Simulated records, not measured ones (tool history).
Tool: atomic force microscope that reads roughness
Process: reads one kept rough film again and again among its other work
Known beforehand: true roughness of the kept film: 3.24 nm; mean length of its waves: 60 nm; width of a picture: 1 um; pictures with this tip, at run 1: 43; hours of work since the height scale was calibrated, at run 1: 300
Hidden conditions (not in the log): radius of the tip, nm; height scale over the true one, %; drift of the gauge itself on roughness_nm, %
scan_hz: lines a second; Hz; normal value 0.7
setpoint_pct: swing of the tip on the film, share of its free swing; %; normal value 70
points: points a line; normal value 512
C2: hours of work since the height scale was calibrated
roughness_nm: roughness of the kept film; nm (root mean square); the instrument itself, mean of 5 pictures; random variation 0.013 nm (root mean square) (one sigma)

run 1 day=0 | scan_hz=0.7 setpoint_pct=70 points=512 | pictures_with_this_tip=43 C2=300 | roughness_nm=3.054
run 2 day=0.85 | scan_hz=0.7 setpoint_pct=70 points=512 | pictures_with_this_tip=77 C2=310 | roughness_nm=3.06
run 3 day=2.017 | scan_hz=0.7 setpoint_pct=70 points=512 | pictures_with_this_tip=124 C2=324 | roughness_nm=3.005
run 4 day=3.183 | scan_hz=0.7 setpoint_pct=70 points=879 | pictures_with_this_tip=170 C2=338 | roughness_nm=2.998
run 5 day=4.079 | scan_hz=0.7 setpoint_pct=70 points=879 | pictures_with_this_tip=206 C2=349 | roughness_nm=2.984
run 6 day=4.75 | scan_hz=0.7 setpoint_pct=70 points=879 | pictures_with_this_tip=233 C2=358 | roughness_nm=2.985
run 7 day=5.358 | scan_hz=0.7 setpoint_pct=70 points=879 | pictures_with_this_tip=257 C2=365 | roughness_nm=2.98
run 8 day=6.233 | scan_hz=0.7 setpoint_pct=75 points=512 | pictures_with_this_tip=292 C2=376 | roughness_nm=2.939
run 9 day=7.425 | scan_hz=1.189 setpoint_pct=70 points=512 | pictures_with_this_tip=340 C2=390 | roughness_nm=2.914
-- day=8.567 new tip fitted
run 10 day=8.662 | scan_hz=0.7 setpoint_pct=70 points=512 | pictures_with_this_tip=4 C2=405 | roughness_nm=3.083
run 11 day=9.246 | scan_hz=0.7 setpoint_pct=70 points=512 | pictures_with_this_tip=27 C2=412 | roughness_nm=3.076
run 12 day=10.329 | scan_hz=0.7 setpoint_pct=70 points=512 | pictures_with_this_tip=70 C2=425 | roughness_nm=3.059
run 13 day=10.917 | scan_hz=2.284 setpoint_pct=74 points=507 | pictures_with_this_tip=94 C2=432 | roughness_nm=2.93
run 14 day=11.433 | scan_hz=2.284 setpoint_pct=73 points=396 | pictures_with_this_tip=115 C2=439 | roughness_nm=2.957
run 15 day=12.65 | scan_hz=0.7 setpoint_pct=70 points=321 | pictures_with_this_tip=163 C2=453 | roughness_nm=2.993
run 16 day=13.342 | scan_hz=3.357 setpoint_pct=63 points=369 | pictures_with_this_tip=191 C2=462 | roughness_nm=2.92
run 17 day=14.179 | scan_hz=3.357 setpoint_pct=63 points=369 | pictures_with_this_tip=225 C2=472 | roughness_nm=2.904
run 18 day=15.171 | scan_hz=0.599 setpoint_pct=72 points=361 | pictures_with_this_tip=264 C2=484 | roughness_nm=2.975
run 19 day=15.742 | scan_hz=1.467 setpoint_pct=56 points=551 | pictures_with_this_tip=287 C2=491 | roughness_nm=2.978
run 20 day=16.9 | scan_hz=1.197 setpoint_pct=80 points=673 | pictures_with_this_tip=333 C2=505 | roughness_nm=2.87
run 21 day=17.754 | scan_hz=1.751 setpoint_pct=70 points=512 | pictures_with_this_tip=368 C2=515 | roughness_nm=2.878

For each entry between runs, how does the tool's hidden state at the last listed run before it compare with that at the first listed run after it?
In the gap between runs 9 and 10: new tip fitted (day 8.567)
  radius of the tip, nm: 25.1 -> 10.4; height scale over the true one, %: 0.12 -> 0.13
  the result without the hidden state subtracted from the measured one, roughness_nm: -0.148 -> -0.001 nm (root mean square)

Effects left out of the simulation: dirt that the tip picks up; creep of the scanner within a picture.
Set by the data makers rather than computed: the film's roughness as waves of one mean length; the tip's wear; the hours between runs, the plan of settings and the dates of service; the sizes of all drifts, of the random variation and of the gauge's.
